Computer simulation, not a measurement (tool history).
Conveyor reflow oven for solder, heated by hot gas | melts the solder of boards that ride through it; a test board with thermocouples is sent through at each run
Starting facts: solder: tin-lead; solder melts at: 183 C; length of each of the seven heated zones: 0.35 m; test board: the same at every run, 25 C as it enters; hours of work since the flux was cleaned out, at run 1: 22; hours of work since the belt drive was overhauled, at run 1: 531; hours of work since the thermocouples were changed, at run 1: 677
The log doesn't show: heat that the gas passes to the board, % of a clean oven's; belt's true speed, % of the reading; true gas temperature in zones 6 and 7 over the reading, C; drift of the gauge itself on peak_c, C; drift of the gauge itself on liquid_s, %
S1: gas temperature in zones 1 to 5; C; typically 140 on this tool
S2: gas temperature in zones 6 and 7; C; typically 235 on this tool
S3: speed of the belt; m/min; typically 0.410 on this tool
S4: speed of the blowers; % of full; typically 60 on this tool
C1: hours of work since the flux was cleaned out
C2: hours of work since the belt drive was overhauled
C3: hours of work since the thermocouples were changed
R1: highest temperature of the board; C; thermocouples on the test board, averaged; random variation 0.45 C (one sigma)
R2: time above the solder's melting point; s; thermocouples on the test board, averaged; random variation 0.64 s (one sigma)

| run | hour | S1 | S2 | S3 | S4 | C1 | C2 | C3 | R1 | R2 |
|---|---|---|---|---|---|---|---|---|---|---|
| 1 | 0.0 | 140 | 235 | 0.410 | 60 | 22 | 531 | 677 | 209.1 | 67.0 |
| 2 | 60.1 | 140 | 235 | 0.410 | 60 | 46 | 556 | 701 | 209.8 | 66.6 |
| 3 | 131.6 | 140 | 235 | 0.410 | 60 | 75 | 584 | 729 | 208.3 | 65.2 |
| 4 | 164.1 | 140 | 235 | 0.410 | 60 | 88 | 597 | 742 | 209.3 | 64.4 |
| 5 | 217.0 | 140 | 235 | 0.410 | 58 | 109 | 618 | 763 | 207.4 | 63.1 |
| 6 | 263.5 | 140 | 235 | 0.410 | 58 | 128 | 637 | 782 | 208.2 | 63.2 |
| 7 | 314.1 | 140 | 235 | 0.420 | 60 | 148 | 657 | 802 | 207.6 | 61.6 |
| 8 | 367.9 | 140 | 235 | 0.410 | 60 | 169 | 679 | 824 | 208.7 | 64.2 |
| 9 | 415.9 | 141 | 235 | 0.410 | 60 | 189 | 698 | 843 | 208.4 | 64.7 |
| 10 | 471.0 | 141 | 235 | 0.410 | 60 | 211 | 720 | 865 | 208.6 | 63.8 |
| 11 | 528.6 | 141 | 235 | 0.410 | 60 | 234 | 743 | 888 | 206.8 | 62.4 |
|  | 539.4 | flux residue cleaned out of gas plates and filters |
| 12 | 568.2 | 132 | 249 | 0.410 | 60 | 12 | 757 | 902 | 212.9 | 65.9 |
| 13 | 630.6 | 132 | 249 | 0.449 | 52 | 37 | 782 | 927 | 203.9 | 47.1 |
| 14 | 670.6 | 133 | 235 | 0.443 | 59 | 53 | 798 | 943 | 197.7 | 38.8 |
| 15 | 733.4 | 140 | 243 | 0.377 | 60 | 78 | 823 | 968 | 213.8 | 77.7 |
| 16 | 802.6 | 140 | 243 | 0.377 | 60 | 105 | 851 | 996 | 213.7 | 77.4 |
|  | 813.0 | thermocouples of zones 6 and 7 changed |
| 17 | 873.5 | 140 | 243 | 0.331 | 69 | 133 | 879 | 24 | 222.5 | 103.0 |
|  | 889.3 | flux residue cleaned out of gas plates and filters, once more |
| 18 | 927.6 | 140 | 243 | 0.331 | 69 | 15 | 898 | 44 | 227.5 | 108.4 |

Run 19, settings as shown, results not yet in. Your forecast:
| 19 | 982.9 | 140 | 243 | 0.331 | 69 | 37 | 921 | 66 | ? | ? |

{"run 19": {"R1": 227.5, "R2": 109.3}}
Had the tool carried no hidden state, the very same run would have given R1 227.6 C, R2 108.1 s.

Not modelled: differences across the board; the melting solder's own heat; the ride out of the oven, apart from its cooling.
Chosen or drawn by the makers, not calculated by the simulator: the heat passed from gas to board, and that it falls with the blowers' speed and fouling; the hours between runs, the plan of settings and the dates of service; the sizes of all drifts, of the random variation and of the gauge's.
